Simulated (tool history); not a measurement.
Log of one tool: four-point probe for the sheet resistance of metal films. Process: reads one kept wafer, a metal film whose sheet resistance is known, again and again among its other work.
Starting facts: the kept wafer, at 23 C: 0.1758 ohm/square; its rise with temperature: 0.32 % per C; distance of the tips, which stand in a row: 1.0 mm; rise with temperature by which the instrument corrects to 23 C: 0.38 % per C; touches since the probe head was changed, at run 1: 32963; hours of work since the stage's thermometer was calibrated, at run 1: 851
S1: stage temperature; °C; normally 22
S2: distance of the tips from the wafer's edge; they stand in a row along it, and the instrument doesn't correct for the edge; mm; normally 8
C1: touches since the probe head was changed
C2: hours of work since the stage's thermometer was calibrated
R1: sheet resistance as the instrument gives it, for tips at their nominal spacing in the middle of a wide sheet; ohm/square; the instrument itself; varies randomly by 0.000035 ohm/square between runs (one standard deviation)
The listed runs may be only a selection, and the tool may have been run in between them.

{"run": 1, "day": 0.0, "S1": 22, "S2": 8, "C1": 32963, "C2": 851, "R1": 0.177853}
{"run": 2, "day": 1.2, "S1": 22, "S2": 8, "C1": 33684, "C2": 867, "R1": 0.177804}
{"run": 3, "day": 2.912, "S1": 19, "S2": 8, "C1": 34710, "C2": 890, "R1": 0.178143}
{"run": 4, "day": 4.188, "S1": 19, "S2": 8, "C1": 35475, "C2": 907, "R1": 0.178119}
{"run": 5, "day": 5.892, "S1": 19, "S2": 8, "C1": 36497, "C2": 929, "R1": 0.178183}
{"run": 6, "day": 7.162, "S1": 19, "S2": 8, "C1": 37259, "C2": 946, "R1": 0.178187}
{"run": 7, "day": 8.35, "S1": 19, "S2": 8, "C1": 37972, "C2": 962, "R1": 0.178083}
{"run": 8, "day": 9.9, "S1": 19, "S2": 8, "C1": 38903, "C2": 982, "R1": 0.178179}
{"run": 9, "day": 10.754, "S1": 22, "S2": 6, "C1": 39413, "C2": 994, "R1": 0.178978}
{"day": 10.867, "done": "stage's thermometer calibrated"}
{"run": 10, "day": 12.333, "S1": 22, "S2": 8, "C1": 40348, "C2": 19, "R1": 0.177864}
{"run": 11, "day": 13.95, "S1": 21, "S2": 8, "C1": 41320, "C2": 41, "R1": 0.178086}
{"run": 12, "day": 15.054, "S1": 22, "S2": 8, "C1": 41981, "C2": 55, "R1": 0.178}
{"run": 13, "day": 16.642, "S1": 22, "S2": 8, "C1": 42933, "C2": 77, "R1": 0.17788}
{"run": 14, "day": 17.421, "S1": 22, "S2": 8, "C1": 43401, "C2": 87, "R1": 0.17792}
{"day": 17.533, "done": "stage's thermometer calibrated, once more"}
{"run": 15, "day": 18.662, "S1": 22, "S2": 21, "C1": 44132, "C2": 15, "R1": 0.176222}
{"run": 16, "day": 20.25, "S1": 34, "S2": 32, "C1": 45084, "C2": 36, "R1": 0.174954}
{"run": 17, "day": 21.871, "S1": 29, "S2": 69, "C1": 46058, "C2": 57, "R1": 0.17543}
{"run": 18, "day": 23.183, "S1": 22, "S2": 6, "C1": 46844, "C2": 75, "R1": 0.178703}
{"run": 19, "day": 24.417, "S1": 26, "S2": 61, "C1": 47585, "C2": 91, "R1": 0.175685}
{"run": 20, "day": 25.817, "S1": 23, "S2": 10, "C1": 48424, "C2": 110, "R1": 0.176956}
{"run": 21, "day": 27.088, "S1": 31, "S2": 22, "C1": 49186, "C2": 127, "R1": 0.175319}
{"run": 22, "day": 28.354, "S1": 22, "S2": 23, "C1": 49946, "C2": 143, "R1": 0.17623}
{"run": 23, "day": 30.05, "S1": 34, "S2": 59, "C1": 50963, "C2": 166, "R1": 0.174869}
{"run": 24, "day": 31.45, "S1": 34, "S2": 59, "C1": 51804, "C2": 184, "R1": 0.174893}
{"run": 25, "day": 32.362, "S1": 27, "S2": 4, "C1": 52351, "C2": 197, "R1": 0.181223}
{"run": 26, "day": 33.212, "S1": 28, "S2": 4, "C1": 52861, "C2": 208, "R1": 0.181173}

Below are 3 alternative next runs, each starting from the tool's condition after run 26. Predict each:
{"run": "A", "day": 34.408, "S1": 33, "S2": 11, "C1": 53577, "C2": 224, "R1": "?"}
{"run": "B", "day": 34.408, "S1": 22, "S2": 34, "C1": 53577, "C2": 224, "R1": "?"}
{"run": "C", "day": 34.408, "S1": 31, "S2": 62, "C1": 53577, "C2": 224, "R1": "?"}

run=A R1=0.175776
run=B R1=0.176128
run=C R1=0.175125
Had the tool no hidden state, the same runs would have come out as:
run=A R1=0.17563
run=B R1=0.17598
run=C R1=0.174979

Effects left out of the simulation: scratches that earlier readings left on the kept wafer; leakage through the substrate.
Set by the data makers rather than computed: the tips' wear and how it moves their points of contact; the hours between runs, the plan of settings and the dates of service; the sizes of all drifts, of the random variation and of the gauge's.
